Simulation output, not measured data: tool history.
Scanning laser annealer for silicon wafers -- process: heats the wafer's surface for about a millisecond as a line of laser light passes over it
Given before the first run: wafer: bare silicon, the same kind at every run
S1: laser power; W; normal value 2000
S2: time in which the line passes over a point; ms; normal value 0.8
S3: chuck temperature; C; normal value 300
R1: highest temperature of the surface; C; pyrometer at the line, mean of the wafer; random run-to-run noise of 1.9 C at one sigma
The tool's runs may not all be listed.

| run | day | S1 | S2 | S3 | R1 |
|---|---|---|---|---|---|
| 1 | 0 | 2000 | 0.8 | 300 | 1132 |
| 2 | 1.679 | 2000 | 0.8 | 300 | 1130 |
| 3 | 2.821 | 2017 | 0.8 | 300 | 1141 |
| 4 | 4.712 | 2000 | 0.567 | 300 | 976 |
| 5 | 6.604 | 2000 | 0.567 | 300 | 977 |
| 6 | 8.425 | 2000 | 0.567 | 300 | 977 |
| 7 | 9.788 | 2000 | 0.8 | 300 | 1129 |
| 8 | 11.012 | 2000 | 0.8 | 265 | 1094 |
| 9 | 12.704 | 1917 | 0.8 | 265 | 1061 |
| 10 | 14.596 | 2000 | 0.8 | 300 | 1130 |
| 11 | 16.421 | 2000 | 0.8 | 300 | 1130 |
| 12 | 18.104 | 2000 | 0.8 | 300 | 1130 |
| 13 | 19.296 | 2000 | 0.8 | 300 | 1129 |
| 14 | 20.571 | 2052 | 0.697 | 333 | 1120 |
| 15 | 21.358 | 1884 | 0.702 | 332 | 1050 |
| 16 | 22.262 | 1884 | 0.702 | 332 | 1048 |
| 17 | 24.238 | 2093 | 0.605 | 325 | 1072 |
| 18 | 25.738 | 1949 | 0.822 | 263 | 1083 |
| 19 | 26.967 | 1927 | 0.972 | 300 | 1192 |
| 20 | 28.046 | 1927 | 0.972 | 300 | 1193 |
| 21 | 29.417 | 1906 | 0.581 | 301 | 952 |
| 22 | 30.512 | 2000 | 0.8 | 262 | 1088 |
| 23 | 31.329 | 2000 | 0.96 | 321 | 1248 |
| 24 | 32.962 | 2000 | 0.96 | 321 | 1245 |
| 25 | 34.688 | 2088 | 0.627 | 269 | 1024 |
| 26 | 36.067 | 1723 | 0.906 | 300 | 1058 |

Not shown here: 2 entries made in the log between runs. Locate each between two listed runs and compare the hidden state at the listed run before it with the hidden state at the listed run after it:
Run 16 -> run 17: optics aligned, line set to its width (day 23.596)
  width of the line over the set one, %: 0.04 -> 0
Run 17 -> run 18: window over the wafer cleaned (day 25.033)
  light that passes the window, % of a clean one's: 99.9 -> 100

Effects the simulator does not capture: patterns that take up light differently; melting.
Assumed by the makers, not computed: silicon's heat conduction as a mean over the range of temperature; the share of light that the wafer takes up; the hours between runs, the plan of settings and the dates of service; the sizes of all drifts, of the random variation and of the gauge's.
